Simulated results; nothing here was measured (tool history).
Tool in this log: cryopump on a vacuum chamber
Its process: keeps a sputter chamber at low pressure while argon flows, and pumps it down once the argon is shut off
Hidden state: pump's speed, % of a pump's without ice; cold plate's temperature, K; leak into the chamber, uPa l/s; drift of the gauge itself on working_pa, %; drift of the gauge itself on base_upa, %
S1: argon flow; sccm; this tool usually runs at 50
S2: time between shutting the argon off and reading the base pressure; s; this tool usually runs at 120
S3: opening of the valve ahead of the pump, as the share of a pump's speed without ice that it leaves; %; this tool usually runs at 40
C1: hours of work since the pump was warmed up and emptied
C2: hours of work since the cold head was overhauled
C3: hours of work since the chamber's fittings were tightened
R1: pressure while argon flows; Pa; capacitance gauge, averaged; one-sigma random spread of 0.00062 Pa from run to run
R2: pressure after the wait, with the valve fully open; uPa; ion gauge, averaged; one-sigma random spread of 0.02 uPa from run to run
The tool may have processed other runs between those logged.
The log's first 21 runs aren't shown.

Run 22, hour 1326.7: usual settings but S1 42 sccm, S2 180 s, S3 59 %; C1 391; C2 1128; C3 1436. Result: R1 0.0598 Pa, R2 0.97 uPa.
Run 23, hour 1420.9: usual settings but S1 42 sccm, S2 39 s, S3 18 %; C1 447; C2 1183; C3 1491. Result: R1 0.18 Pa, R2 1.37 uPa.
At hour 1433.2: leaking fittings of the chamber tightened, without venting.
Run 24, hour 1462.5: usual settings but S1 42 sccm, S2 46 s, S3 38 %; C1 470; C2 1206; C3 17. Result: R1 0.0896 Pa, R2 0.48 uPa.
Run 25, hour 1558.7: usual settings but S2 25 s, S3 36 %; C1 526; C2 1263; C3 74. Result: R1 0.1149 Pa, R2 0.83 uPa.
Run 26, hour 1617.6: usual settings but S1 60 sccm, S3 19 %; C1 561; C2 1298; C3 108. Result: R1 0.2481 Pa, R2 0.38 uPa.
Run 27, hour 1712.2: usual settings but S1 60 sccm, S2 244 s, S3 33 %; C1 616; C2 1353; C3 164. Result: R1 0.1527 Pa, R2 0.34 uPa.
Run 28, hour 1756.1: usual settings but S1 60 sccm, S2 244 s, S3 33 %; C1 642; C2 1379; C3 190. Result: R1 0.1522 Pa, R2 0.36 uPa.
Run 29, hour 1811.6: usual settings but S2 162 s, S3 41 %; C1 675; C2 1411; C3 222. Result: R1 0.1048 Pa, R2 0.44 uPa.
Run 30, hour 1879.8: usual settings but S2 162 s, S3 41 %; C1 715; C2 1452; C3 262. Result: R1 0.1077 Pa, R2 0.44 uPa.
At hour 1922.6: pump warmed up, emptied and cooled again.
Run 31, hour 1939.4: usual settings but S2 162 s, S3 41 %; C1 10; C2 1484; C3 294. Result: R1 0.0908 Pa, R2 0.38 uPa.
Run 32, hour 2018.7: usual settings but S1 27 sccm, S2 80 s; C1 56; C2 1530; C3 341. Result: R1 0.05 Pa, R2 0.45 uPa.
Run 33, hour 2085.7: usual settings but S1 49 sccm, S2 47 s, S3 26 %; C1 96; C2 1570; C3 380. Result: R1 0.1414 Pa, R2 0.64 uPa.
Run 34, hour 2142: usual settings but S1 27 sccm, S3 24 %; C1 129; C2 1603; C3 413. Result: R1 0.0847 Pa, R2 0.46 uPa.

What if the next run were any one of these 4? Each begins from the tool's condition after run 34:
Run A, hour 2199.9: usual settings but S1 21 sccm; C1 163; C2 1637; C3 447. Result: R1 ?, R2 ?.
Run B, hour 2199.9: usual settings but S1 27 sccm, S2 228 s, S3 24 %; C1 163; C2 1637; C3 447. Result: R1 ?, R2 ?.
Run C, hour 2199.9: usual settings but S2 139 s; C1 163; C2 1637; C3 447. Result: R1 ?, R2 ?.
Run D, hour 2199.9: usual settings but S1 27 sccm, S2 188 s, S3 23 %; C1 163; C2 1637; C3 447. Result: R1 ?, R2 ?.

run      R1    R2
  A  0.0397  0.46
  B  0.0852   0.4
  C  0.0958  0.45
  D  0.0879  0.42
Without the tool's unlogged condition, the same runs would have read:
run      R1    R2
  A  0.0382  0.25
  B  0.0832   0.2
  C  0.0922  0.25
  D   0.086  0.22

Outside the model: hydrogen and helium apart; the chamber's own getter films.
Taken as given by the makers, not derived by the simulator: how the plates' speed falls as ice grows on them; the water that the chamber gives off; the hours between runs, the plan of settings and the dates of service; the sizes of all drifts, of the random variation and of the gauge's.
